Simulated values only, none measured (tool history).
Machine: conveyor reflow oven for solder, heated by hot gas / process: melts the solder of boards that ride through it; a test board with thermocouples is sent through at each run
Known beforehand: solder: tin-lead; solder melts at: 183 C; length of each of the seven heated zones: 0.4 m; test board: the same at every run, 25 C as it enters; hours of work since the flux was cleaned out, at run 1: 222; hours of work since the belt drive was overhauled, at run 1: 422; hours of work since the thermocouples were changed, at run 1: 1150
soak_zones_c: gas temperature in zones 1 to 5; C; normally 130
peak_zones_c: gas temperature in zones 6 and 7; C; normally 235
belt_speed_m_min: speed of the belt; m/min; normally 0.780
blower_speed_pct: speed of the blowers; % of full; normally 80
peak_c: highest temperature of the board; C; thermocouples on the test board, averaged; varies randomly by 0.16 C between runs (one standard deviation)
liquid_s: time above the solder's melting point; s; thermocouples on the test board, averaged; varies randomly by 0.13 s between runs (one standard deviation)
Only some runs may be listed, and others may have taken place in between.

run,day,soak_zones_c,peak_zones_c,belt_speed_m_min,blower_speed_pct,hours of work since the flux was cleaned out,hours of work since the belt drive was overhauled,hours of work since the thermocouples were changed,peak_c,liquid_s
1,0.000,130,235,0.780,80,222,422,1150,218.8,44.9
# day 0.829: flux residue cleaned out of gas plates and filters
2,1.171,130,235,0.780,80,6,439,1168,219.0,45.0
3,2.575,130,235,0.780,80,32,465,1193,219.2,45.2
4,3.654,130,235,0.780,80,51,484,1213,218.7,45.1
5,4.475,130,235,0.780,80,66,499,1228,219.1,45.1
6,5.183,130,235,0.780,80,79,512,1241,219.3,45.1
7,5.942,130,235,0.780,80,93,526,1255,218.8,45.1
8,7.483,130,235,0.780,80,121,554,1283,218.9,45.1
# day 8.796: thermocouples of zones 6 and 7 changed
9,8.962,130,235,0.780,80,146,579,3,218.9,45.1
10,10.412,130,235,0.780,80,173,606,29,218.9,44.9
11,11.738,130,235,0.628,80,197,630,54,224.9,61.3
12,13.429,130,235,0.628,80,228,661,84,224.9,61.4
# day 13.921: flux residue cleaned out of gas plates and filters
13,14.800,130,235,0.628,80,16,682,105,224.9,61.4
14,16.233,130,235,0.780,71,42,708,132,215.9,43.0
15,17.367,116,245,0.692,86,63,729,152,231.4,55.1
16,18.212,116,245,0.692,86,78,744,168,231.5,55.2
17,19.275,145,235,0.780,80,97,763,187,221.4,50.6
18,20.571,145,235,0.780,80,121,787,211,221.1,50.2
19,22.054,140,235,0.780,82,148,814,238,221.2,48.9
20,23.738,140,235,0.780,82,179,845,268,220.7,49.1
21,25.221,140,235,0.780,82,206,872,295,220.8,48.8
22,26.038,140,235,0.780,82,221,886,310,220.8,48.9

5 options for the next run, each taken on its own from the tool as it stands now. Forecast them:
# day 26.938: flux residue cleaned out of gas plates and filters
A,27.650,129,235,0.815,86,13,912,336,?,?
# day 26.938: flux residue cleaned out of gas plates and filters
B,27.650,140,235,0.780,56,13,912,336,?,?
# day 26.938: flux residue cleaned out of gas plates and filters
C,27.650,130,235,0.663,80,13,912,336,?,?
# day 26.938: flux residue cleaned out of gas plates and filters
D,27.650,130,231,0.780,80,13,912,336,?,?
# day 26.938: flux residue cleaned out of gas plates and filters
E,27.650,138,235,0.805,82,13,912,336,?,?

run,peak_c,liquid_s
A,219.3,43.2
B,211.9,42.2
C,223.3,56.9
D,215.4,43.0
E,219.8,46.1
Stripped of hidden state, with their random variation kept, the same runs would have yielded:
run,peak_c,liquid_s
A,219.3,43.2
B,211.9,42.1
C,223.3,56.9
D,215.3,43.0
E,219.8,46.1

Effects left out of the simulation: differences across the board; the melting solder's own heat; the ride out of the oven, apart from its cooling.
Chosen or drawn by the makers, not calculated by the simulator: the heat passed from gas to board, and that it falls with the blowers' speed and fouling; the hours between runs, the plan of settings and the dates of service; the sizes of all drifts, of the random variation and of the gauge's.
